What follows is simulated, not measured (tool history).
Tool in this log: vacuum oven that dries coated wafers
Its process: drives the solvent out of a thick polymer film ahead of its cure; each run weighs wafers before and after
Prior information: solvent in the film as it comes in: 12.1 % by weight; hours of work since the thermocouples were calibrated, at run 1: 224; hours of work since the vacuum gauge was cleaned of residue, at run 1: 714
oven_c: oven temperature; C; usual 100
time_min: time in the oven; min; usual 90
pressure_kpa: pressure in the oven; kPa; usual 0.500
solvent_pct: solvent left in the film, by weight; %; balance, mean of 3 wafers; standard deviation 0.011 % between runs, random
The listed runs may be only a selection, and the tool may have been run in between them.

run	hour	oven_c	time_min	pressure_kpa	hours of work since the thermocouples were calibrated	hours of work since the vacuum gauge was cleaned of residue	solvent_pct
1	0.0	100	90	0.500	224	714	0.78
2	95.6	102	90	0.500	284	774	0.60
3	169.9	102	90	0.500	331	821	0.58
4	213.6	90	90	0.500	359	849	2.29
5	290.7	90	90	0.500	407	897	2.31
6	341.0	104	90	0.500	439	929	0.46
7	393.3	104	90	0.500	472	962	0.46
8	472.3	104	90	0.500	522	1012	0.45
9	540.7	100	90	0.500	565	1055	0.78
10	618.5	100	90	0.500	614	1104	0.78
11	699.0	100	90	0.500	665	1155	0.77
12	742.7	100	88	0.500	693	1183	0.81
13	799.7	100	88	0.500	729	1219	0.83
14	889.5	91	88	0.500	785	1275	2.16
15	974.9	100	90	0.262	839	1329	0.69
16	1027.2	100	90	0.262	872	1362	0.69
17	1106.7	100	90	0.262	923	1412	0.70
18	1202.1	100	90	0.500	983	1473	0.77
19	1293.3	100	117	0.500	1040	1530	0.47
20	1366.8	96	117	0.500	1087	1577	0.75
21	1418.4	100	86	0.500	1119	1609	0.85
22	1512.2	100	90	0.500	1179	1669	0.79
23	1581.6	100	90	0.717	1222	1712	0.84
24	1652.9	100	90	0.717	1267	1757	0.84
# hour 1674.0: oven's thermocouples calibrated
25	1712.9	108	53	1.599	25	1794	1.18
26	1772.8	108	53	1.599	62	1832	1.17
27	1863.4	97	123	0.853	120	1889	0.77
28	1936.8	100	90	0.869	166	1935	0.93
29	2021.0	100	74	0.544	219	1988	1.16
30	2095.5	103	159	0.398	266	2035	0.18
31	2189.2	109	90	0.313	325	2095	0.20
# hour 2211.7: vacuum gauge cleaned of residue and calibrated
32	2243.9	113	117	0.578	359	20	0.17
33	2335.9	113	117	0.578	417	78	0.16
34	2374.9	113	117	0.578	442	103	0.17
35	2450.5	113	126	0.578	489	151	0.15
36	2524.8	100	92	1.045	536	198	0.96
37	2590.0	100	92	1.045	577	239	0.95
38	2660.4	100	96	1.045	622	283	0.89
39	2711.6	92	58	1.091	654	316	3.58
40	2783.3	92	58	1.091	699	361	3.56
41	2832.2	91	90	0.483	730	392	2.10
42	2874.9	96	103	0.329	757	419	0.89
43	2948.6	110	122	0.329	804	465	0.12
44	3019.3	108	95	0.779	848	510	0.32
45	3100.0	98	46	0.779	899	561	2.96
46	3162.3	98	46	0.779	939	600	2.98
47	3234.4	114	78	0.277	984	646	0.11

Describe how what the log doesn't record of the tool's condition differs between the last listed run preceding each entry between runs and the first listed run following it.
After run 24, before run 25: oven's thermocouples calibrated (hour 1674.0)
  true wafer temperature over the reading, C: 0.05 -> -0.01
After run 31, before run 32: vacuum gauge cleaned of residue and calibrated (hour 2211.7)
  true pressure over the reading, kPa: 0.024 -> 0
